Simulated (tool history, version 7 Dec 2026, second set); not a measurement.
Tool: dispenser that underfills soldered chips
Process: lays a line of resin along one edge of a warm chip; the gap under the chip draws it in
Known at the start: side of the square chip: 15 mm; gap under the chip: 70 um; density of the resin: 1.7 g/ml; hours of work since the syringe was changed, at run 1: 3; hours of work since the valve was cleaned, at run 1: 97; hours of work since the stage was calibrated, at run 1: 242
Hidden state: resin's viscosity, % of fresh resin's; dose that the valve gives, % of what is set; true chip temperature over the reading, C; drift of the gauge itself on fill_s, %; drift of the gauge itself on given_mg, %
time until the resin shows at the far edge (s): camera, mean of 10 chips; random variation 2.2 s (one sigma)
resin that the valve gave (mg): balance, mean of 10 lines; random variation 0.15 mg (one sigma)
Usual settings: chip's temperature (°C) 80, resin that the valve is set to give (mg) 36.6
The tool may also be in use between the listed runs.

| run | hour | chip's temperature (°C) | resin that the valve is set to give (mg) | hours of work since the syringe was changed | hours of work since the valve was cleaned | hours of work since the stage was calibrated | time until the resin shows at the far edge (s) | resin that the valve gave (mg) |
|---|---|---|---|---|---|---|---|---|
| 1 | 0.0 | 80 | 36.6 | 3 | 97 | 242 | 277.8 | 33.34 |
| 2 | 7.4 | 80 | 35.7 | 9 | 103 | 247 | 471.7 | 32.05 |
|  | 11.5 | new syringe of resin |
|  | 13.1 | dispensing valve cleaned and set on the balance |
| 3 | 15.6 | 80 | 36.6 | 2 | 2 | 253 | 259.9 | 36.44 |
| 4 | 24.7 | 80 | 36.6 | 10 | 9 | 260 | 481.7 | 36.42 |
|  | 27.7 | new syringe of resin |
| 5 | 31.3 | 68 | 36.6 | 3 | 14 | 265 | 462.8 | 36.19 |
| 6 | 39.1 | 80 | 36.6 | 9 | 20 | 271 | 457.2 | 35.95 |
|  | 43.0 | new syringe of resin |
| 7 | 46.6 | 80 | 39.9 | 3 | 26 | 277 | 258.3 | 38.95 |
| 8 | 51.3 | 68 | 36.6 | 7 | 30 | 281 | 638.6 | 35.60 |
|  | 58.0 | new syringe of resin |
| 9 | 58.0 | 68 | 36.6 | 0 | 35 | 286 | 362.6 | 35.48 |
| 10 | 67.1 | 68 | 36.6 | 7 | 42 | 293 | 678.3 | 35.07 |
|  | 72.9 | new syringe of resin |
| 11 | 74.9 | 80 | 36.6 | 2 | 48 | 299 | 240.9 | 34.95 |
| 12 | 79.2 | 80 | 36.6 | 5 | 51 | 302 | 323.9 | 35.01 |
| 13 | 85.5 | 65 | 39.1 | 10 | 56 | 307 | 992.5 | 37.30 |
|  | 87.8 | new syringe of resin |
| 14 | 93.0 | 65 | 39.1 | 4 | 62 | 313 | 606.7 | 37.07 |
| 15 | 101.8 | 80 | 41.1 | 11 | 69 | 320 | 529.6 | 38.99 |
|  | 103.0 | new syringe of resin |
| 16 | 108.8 | 93 | 34.2 | 5 | 74 | 325 | 180.1 | 31.89 |
| 17 | 115.6 | 82 | 34.5 | 10 | 79 | 330 | 464.3 | 31.94 |
|  | 118.3 | new syringe of resin |
| 18 | 121.9 | 75 | 37.7 | 3 | 84 | 335 | 333.3 | 34.94 |
| 19 | 128.6 | 71 | 37.6 | 8 | 89 | 340 | 626.0 | 34.36 |
|  | 133.7 | new syringe of resin |
| 20 | 134.0 | 85 | 36.6 | 0 | 93 | 344 | 173.3 | 33.34 |
| 21 | 141.3 | 69 | 36.6 | 6 | 99 | 350 | 586.1 | 33.40 |
|  | 148.8 | new syringe of resin |
| 22 | 150.6 | 69 | 36.6 | 1 | 106 | 357 | 398.9 | 32.93 |
|  | 152.3 | dispensing valve cleaned and set on the balance |
| 23 | 159.8 | 69 | 36.6 | 8 | 6 | 364 | 674.2 | 36.53 |
|  | 164.7 | new syringe of resin |
| 24 | 168.2 | 69 | 36.6 | 3 | 12 | 370 | 432.9 | 35.94 |

Forecast each of these 4 alternatives for the next run:
| A | 175.9 | 92 | 36.6 | 9 | 18 | 376 | ? | ? |
| B | 175.9 | 81 | 36.4 | 9 | 18 | 376 | ? | ? |
| C | 175.9 | 82 | 47.5 | 9 | 18 | 376 | ? | ? |
| D | 175.9 | 69 | 41.2 | 9 | 18 | 376 | ? | ? |

| run | time until the resin shows at the far edge (s) | resin that the valve gave (mg) |
|---|---|---|
| A | 260.0 | 36.06 |
| B | 426.1 | 35.82 |
| C | 391.6 | 46.50 |
| D | 712.4 | 40.38 |
Without the tool's hidden state the same runs would have given:
| run | time until the resin shows at the far edge (s) | resin that the valve gave (mg) |
|---|---|---|
| A | 125.7 | 36.70 |
| B | 206.3 | 36.45 |
| C | 190.3 | 47.32 |
| D | 347.0 | 41.10 |
